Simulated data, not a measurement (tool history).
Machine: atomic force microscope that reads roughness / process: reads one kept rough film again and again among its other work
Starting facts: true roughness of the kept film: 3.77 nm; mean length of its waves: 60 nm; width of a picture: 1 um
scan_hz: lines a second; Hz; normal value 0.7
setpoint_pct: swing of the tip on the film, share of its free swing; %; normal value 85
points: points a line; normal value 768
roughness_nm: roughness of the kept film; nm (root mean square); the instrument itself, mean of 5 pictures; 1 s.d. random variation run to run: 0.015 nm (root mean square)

run   hour  scan_hz  setpoint_pct  points  roughness_nm
  1      0      0.7            85     768         3.528
  2   35.1      0.7            75     768          3.39
  3   76.6      0.7            85     691         3.461
  4  101.2    1.907            85     768         3.186
  5  139.5      0.7            85     768         3.466
  6  187.4      0.7            85     768         3.288
  7  228.4      0.7            85     768         3.384
  8  271.3    0.539            84     768         3.506
  9  301.6    2.087            71     602         3.289
 10  330.8    1.339            71     269         3.483
 11    376      0.7            89     895         3.278
 12  417.5    1.539            66     348         3.441
 13    453    1.843            85     371         3.056

Between the runs listed above, the log contained 6 entries, not reproduced here. Where in the sequence does each belong, and how does what the log doesn't record of the tool's condition differ from the listed run before to the listed run after?
From run 2 to run 3: new tip fitted (hour 63.9)
  radius of the tip, nm: 19.7 -> 11.8; height scale over the true one, %: -0.27 -> -0.3
  difference, measured minus the result without the unlogged condition, roughness_nm: -0.184 -> -0.078 nm (root mean square)
From run 4 to run 5: new tip fitted (hour 129.9)
  radius of the tip, nm: 19.4 -> 11; height scale over the true one, %: -0.31 -> -0.34
  difference, measured minus the result without the unlogged condition, roughness_nm: -0.169 -> -0.067 nm (root mean square)
From run 6 to run 7: new tip fitted (hour 197)
  radius of the tip, nm: 27.4 -> 17.5; height scale over the true one, %: -0.36 -> -0.39
  difference, measured minus the result without the unlogged condition, roughness_nm: -0.283 -> -0.157 nm (root mean square)
From run 7 to run 8: new tip fitted (hour 264.3)
  radius of the tip, nm: 17.5 -> 9.9; height scale over the true one, %: -0.39 -> -0.42
  difference, measured minus the result without the unlogged condition, roughness_nm: -0.157 -> -0.056 nm (root mean square)
From run 9 to run 10: new tip fitted (hour 328.6)
  radius of the tip, nm: 19.8 -> 8; height scale over the true one, %: -0.43 -> -0.45
  difference, measured minus the result without the unlogged condition, roughness_nm: -0.184 -> -0.031 nm (root mean square)
From run 11 to run 12: new tip fitted (hour 395.9)
  radius of the tip, nm: 23.4 -> 15.1; height scale over the true one, %: -0.48 -> -0.5
  difference, measured minus the result without the unlogged condition, roughness_nm: -0.233 -> -0.13 nm (root mean square)

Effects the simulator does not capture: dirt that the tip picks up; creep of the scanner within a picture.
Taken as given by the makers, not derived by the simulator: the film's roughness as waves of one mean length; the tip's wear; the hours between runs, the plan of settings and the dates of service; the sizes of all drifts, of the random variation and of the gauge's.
